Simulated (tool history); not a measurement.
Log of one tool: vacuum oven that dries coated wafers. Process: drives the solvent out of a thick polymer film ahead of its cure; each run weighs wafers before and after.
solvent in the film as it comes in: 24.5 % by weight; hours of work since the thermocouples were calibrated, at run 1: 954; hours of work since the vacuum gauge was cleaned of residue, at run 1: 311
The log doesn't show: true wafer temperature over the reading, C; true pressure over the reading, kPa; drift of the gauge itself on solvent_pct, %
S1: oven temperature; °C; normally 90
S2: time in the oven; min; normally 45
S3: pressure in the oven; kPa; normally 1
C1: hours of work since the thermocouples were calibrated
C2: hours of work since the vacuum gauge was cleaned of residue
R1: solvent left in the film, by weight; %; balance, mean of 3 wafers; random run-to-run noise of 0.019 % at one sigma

run     day   S1  S2    S3    C1   C2     R1
  1       0   90  45     1   954  311   1.05
  2   0.396   90  45     1   961  318   1.06
  3   1.221   90  80     1   975  332   0.58
  4   1.667   90  45     1   982  339   1.07
  5   2.092   82  45     1   989  346   2.72
  6   2.758   90  45  2.74  1001  358   1.95
  7   3.429   90  45  2.74  1012  369   1.91
  8   4.117   90  45     1  1024  381   1.03
  9   4.654   90  45     1  1033  390   1.01
 10     5.1   90  45     1  1041  398   1.03
 11   5.788  104  45     1  1052  409    0.3
 12   6.346   90  74     1  1062  419   0.62
 13   6.821   90  74     1  1070  427    0.6
 14   7.692   90  74     1  1085  442   0.59
 15     8.5   90  74     1  1099  456   0.59
      8.629  -- oven's thermocouples calibrated
 16   9.067   90  74     1     7  464   0.57
 17   9.754   90  74     1    19  476   0.55
 18  10.412   90  74     1    30  487   0.55
 19   11.25   90  45   1.7    45  501   1.27
 20  11.958   90  45   1.7    57  513   1.27
 21  12.704   95  45     1    69  526   0.58
 22  13.208   95  45  0.73    78  534   0.47
     14.038  -- oven's thermocouples calibrated, once more
 23  14.175   90  45  3.28     2  549   2.37
 24  14.658   90  45  3.28    11  558   2.36
 25  15.471  104  49  3.46    24  571   1.15
 26  15.962   80  40     1    33  580    4.4
 27  16.383   77  23  3.65    40  587  11.02
 28  16.858   90  45  1.52    48  595   1.47
 29  17.371   90  33  1.52    57  604    2.4
 30  18.112   90  45  1.92    69  616   1.71
 31  18.608  103  81  2.34    78  625   0.78
 32  19.458   84  22     1    92  639   6.59
 33  20.171  104  45  2.31   104  651   0.79
 34  20.996   99  77     3   118  665   1.17
 35  21.804   84  43  2.84   132  679   3.73
 36  22.579  103  67  0.57   145  692   0.22
 37  23.121  103  67  0.57   155  702   0.22
 38  23.912   90  30     1   168  715   2.51
 39   24.45   90  27     1   177  724   3.02
 40    25.1   90  27     1   188  735      3
 41  25.483   90  27     1   195  742   3.01
 42  26.171   84  28     1   207  753   4.87
 43  26.838   90  70  0.77   218  765   0.54
 44  27.362   90  70  2.44   227  774   1.41
 45  27.946   86  22  1.39   237  784   5.84
 46   28.45   95  49  1.12   245  792   0.67
 47      29   95  49  1.12   255  802   0.67

4 ways to go on from here, each from the tool as it stands after run 47. What would each give?
  A  29.879  101  39  0.86  270  817   ?
  B  29.879   99  50  1.12  270  817   ?
  C  29.879   90  45  1.14  270  817   ?
  D  29.879   83  78  3.46  270  817   ?

run    R1
  A  0.41
  B  0.45
  C  1.21
  D  2.78
Stripped of hidden state, with their random variation kept, the same runs would have yielded:
run    R1
  A  0.43
  B  0.45
  C  1.37
  D  2.96
